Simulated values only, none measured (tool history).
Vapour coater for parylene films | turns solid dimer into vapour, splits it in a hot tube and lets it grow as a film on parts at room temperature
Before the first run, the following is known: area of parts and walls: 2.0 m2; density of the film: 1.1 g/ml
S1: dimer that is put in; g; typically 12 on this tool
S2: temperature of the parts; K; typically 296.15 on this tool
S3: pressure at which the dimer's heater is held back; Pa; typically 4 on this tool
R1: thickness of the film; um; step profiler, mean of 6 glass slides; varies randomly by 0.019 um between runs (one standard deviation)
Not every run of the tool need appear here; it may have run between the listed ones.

run	hour	S1	S2	S3	R1
1	0	12	296.15	4	3.36
2	53.8	12	296.15	4	3.3
3	113.2	12	297.15	4	3.23
4	150.7	18	296.15	4	4.91
5	204	18	296.15	4	4.92
6	240.1	18	296.15	4	4.9
7	286.8	18	296.15	4	4.83
8	347.8	18	296.15	4	4.81
9	411.5	18	296.15	4	4.81
10	452.6	12	296.15	4	3.18
11	514.4	12	296.15	4	3.17
12	554.6	16	296.15	4	4.17
13	611.7	16	296.15	4	4.13
# hour 633.8: trap's valve overhauled
14	678.1	12	296.15	4	3.41
15	751.9	12	296.15	4	3.39
16	799.3	12	296.15	11.61	3.17
17	841	12	296.15	11.61	3.16
18	883	12	296.15	11.61	3.14
19	958.8	12	296.15	11.61	3.1
20	1029.2	12	296.15	11.61	3.1
21	1067.4	12	296.15	11.61	3.03
22	1105	11	296.15	7.86	2.86
23	1168.4	11	297.15	4	2.88
24	1214.1	11	297.15	4	2.86
25	1260.9	12	296.15	4.01	3.19
26	1292	18	296.15	4.64	4.77
27	1353.6	7	302.15	6.14	1.48
28	1389.7	7	302.15	6.14	1.49
29	1423.4	6	302.15	10.91	1.22
30	1456.4	7	300.15	10.91	1.5
31	1521.4	20	296.15	4.78	5.07
# hour 1551.7: trap's valve overhauled
32	1572.6	20	296.15	4.78	5.65
33	1618.8	13	306.15	4.78	2.65
34	1676.7	13	291.15	4	4.27
35	1714	13	291.15	4	4.27
36	1749.3	8	296.15	11.25	2.08
37	1794.7	8	296.15	11.25	2.1
38	1860.5	7	306.15	7.33	1.35
39	1913.2	12	290.15	6.99	3.87
40	1946.7	12	290.15	6.99	3.81
41	2000.2	12	299.15	10.34	2.77
42	2066.8	12	299.15	10.34	2.75

Forecast each of these 3 alternatives for the next run:
A	2129.9	19	288.15	3.78	?
B	2129.9	12	299.15	10.34	?
C	2129.9	10	297.15	9.46	?

run	R1
A	6.56
B	2.77
C	2.48
Without the tool's unlogged condition, the same runs would have read:
run	R1
A	7.21
B	3.04
C	2.72

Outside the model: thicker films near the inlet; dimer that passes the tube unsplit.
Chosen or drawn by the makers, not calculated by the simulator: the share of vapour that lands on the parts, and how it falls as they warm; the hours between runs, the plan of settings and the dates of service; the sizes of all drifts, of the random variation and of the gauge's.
